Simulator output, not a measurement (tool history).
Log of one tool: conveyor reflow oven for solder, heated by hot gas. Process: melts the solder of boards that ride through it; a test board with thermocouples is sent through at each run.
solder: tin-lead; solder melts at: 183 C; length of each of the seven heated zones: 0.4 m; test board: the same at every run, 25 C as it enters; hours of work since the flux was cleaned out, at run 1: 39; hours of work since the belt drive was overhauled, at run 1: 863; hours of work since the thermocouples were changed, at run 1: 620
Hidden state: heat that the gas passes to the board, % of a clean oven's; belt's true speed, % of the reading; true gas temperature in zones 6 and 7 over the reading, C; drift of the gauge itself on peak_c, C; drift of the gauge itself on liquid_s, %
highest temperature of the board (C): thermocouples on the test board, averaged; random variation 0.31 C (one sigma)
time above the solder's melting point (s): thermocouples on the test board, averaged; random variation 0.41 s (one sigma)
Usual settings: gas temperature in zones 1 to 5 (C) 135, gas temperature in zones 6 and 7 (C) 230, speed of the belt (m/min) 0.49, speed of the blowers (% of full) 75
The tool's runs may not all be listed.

| run | day | gas temperature in zones 1 to 5 (C) | gas temperature in zones 6 and 7 (C) | speed of the belt (m/min) | speed of the blowers (% of full) | hours of work since the flux was cleaned out | hours of work since the belt drive was overhauled | hours of work since the thermocouples were changed | highest temperature of the board (C) | time above the solder's melting point (s) |
|---|---|---|---|---|---|---|---|---|---|---|
| 1 | 0 | 135 | 230 | 0.49 | 75 | 39 | 863 | 620 | 214.1 | 67.8 |
| 2 | 1.275 | 145 | 230 | 0.49 | 75 | 55 | 878 | 636 | 215.3 | 75.2 |
| 3 | 2.621 | 124 | 230 | 0.49 | 75 | 72 | 895 | 653 | 211.7 | 61.4 |
| 4 | 3.842 | 135 | 230 | 0.49 | 75 | 87 | 910 | 668 | 213.9 | 68.3 |
| 5 | 5.4 | 135 | 230 | 0.398 | 75 | 106 | 930 | 687 | 219.8 | 93.4 |
| 6 | 7.212 | 135 | 230 | 0.398 | 75 | 129 | 952 | 710 | 219.8 | 92.7 |
| 7 | 8.392 | 135 | 230 | 0.49 | 75 | 143 | 967 | 724 | 213.6 | 68.4 |
| 8 | 10.129 | 135 | 230 | 0.428 | 75 | 165 | 988 | 746 | 217.8 | 83.5 |
|  | 10.375 | belt drive overhauled, speed set with a stopwatch |
| 9 | 11.162 | 135 | 230 | 0.428 | 75 | 176 | 10 | 757 | 218 | 84.4 |
| 10 | 12.629 | 150 | 221 | 0.428 | 75 | 194 | 28 | 775 | 211.4 | 85.7 |
| 11 | 14.188 | 135 | 232 | 0.55 | 83 | 213 | 47 | 794 | 213.5 | 60.4 |
| 12 | 14.933 | 145 | 232 | 0.412 | 83 | 223 | 57 | 804 | 223.1 | 98.9 |
| 13 | 16.354 | 145 | 232 | 0.412 | 83 | 240 | 74 | 821 | 222.6 | 99.6 |
| 14 | 17.867 | 145 | 232 | 0.412 | 83 | 259 | 93 | 840 | 223.2 | 98.8 |
| 15 | 19.017 | 136 | 225 | 0.465 | 56 | 273 | 107 | 854 | 205.6 | 59.6 |
| 16 | 19.862 | 135 | 230 | 0.49 | 60 | 284 | 118 | 865 | 209.3 | 61.4 |
| 17 | 21.692 | 138 | 230 | 0.49 | 85 | 306 | 140 | 887 | 215.8 | 73.1 |

Forecast each of these 3 alternatives for the next run:
| A | 22.946 | 135 | 230 | 0.471 | 75 | 322 | 156 | 903 | ? | ? |
| B | 22.946 | 122 | 237 | 0.444 | 75 | 322 | 156 | 903 | ? | ? |
| C | 22.946 | 134 | 230 | 0.418 | 57 | 322 | 156 | 903 | ? | ? |

| run | highest temperature of the board (C) | time above the solder's melting point (s) |
|---|---|---|
| A | 214.8 | 72.7 |
| B | 221.4 | 78.4 |
| C | 213.3 | 78.3 |
Without the tool's hidden state the same runs would have given:
| run | highest temperature of the board (C) | time above the solder's melting point (s) |
|---|---|---|
| A | 214.8 | 72.8 |
| B | 221.5 | 78.6 |
| C | 213.4 | 78.4 |
